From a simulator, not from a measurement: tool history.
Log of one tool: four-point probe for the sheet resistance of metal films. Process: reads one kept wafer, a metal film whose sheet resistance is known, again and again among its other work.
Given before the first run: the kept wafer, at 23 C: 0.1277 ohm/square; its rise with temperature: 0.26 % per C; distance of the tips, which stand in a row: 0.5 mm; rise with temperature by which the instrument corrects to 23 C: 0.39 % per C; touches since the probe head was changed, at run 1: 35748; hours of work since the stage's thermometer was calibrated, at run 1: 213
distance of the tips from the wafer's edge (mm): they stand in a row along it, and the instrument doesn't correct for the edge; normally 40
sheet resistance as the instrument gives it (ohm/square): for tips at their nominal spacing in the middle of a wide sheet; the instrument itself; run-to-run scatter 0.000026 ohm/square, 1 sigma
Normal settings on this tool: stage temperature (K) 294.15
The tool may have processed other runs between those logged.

run,hour,stage temperature (K),distance of the tips from the wafer's edge (mm),touches since the probe head was changed,hours of work since the stage's thermometer was calibrated,sheet resistance as the instrument gives it (ohm/square)
1,0,294.15,40,35748,213,0.128492
2,17,294.15,40,36163,220,0.12849
3,32.8,294.15,40,36547,227,0.128453
4,43.3,299.15,40,36803,232,0.127663
5,56.7,299.15,40,37130,237,0.12768
6,70.6,299.15,40,37469,243,0.127687
7,85.5,299.15,40,37833,249,0.127668
8,95.8,299.15,40,38085,254,0.127661
9,113.8,299.15,40,38522,261,0.127736
10,123,294.15,31,38747,265,0.128559
11,132,307.15,28,38967,269,0.126413
12,143.6,307.15,28,39250,274,0.126414
13,153,307.15,28,39479,278,0.126439
14,170.1,307.15,48,39895,285,0.126421

Each row is a separate what-if for the run after 14, all from the same tool condition, not one after another. Results?
A,185.8,304.15,3,40279,292,?
B,185.8,307.15,69,40279,292,?
C,185.8,292.15,40,40279,292,?
D,185.8,305.15,7,40279,292,?
E,185.8,294.15,49,40279,292,?

run,sheet resistance as the instrument gives it (ohm/square)
A,0.128802
B,0.126396
C,0.128934
D,0.127089
E,0.128583
Without the tool's hidden state the same runs would have given:
run,sheet resistance as the instrument gives it (ohm/square)
A,0.128282
B,0.125886
C,0.128411
D,0.126576
E,0.128062

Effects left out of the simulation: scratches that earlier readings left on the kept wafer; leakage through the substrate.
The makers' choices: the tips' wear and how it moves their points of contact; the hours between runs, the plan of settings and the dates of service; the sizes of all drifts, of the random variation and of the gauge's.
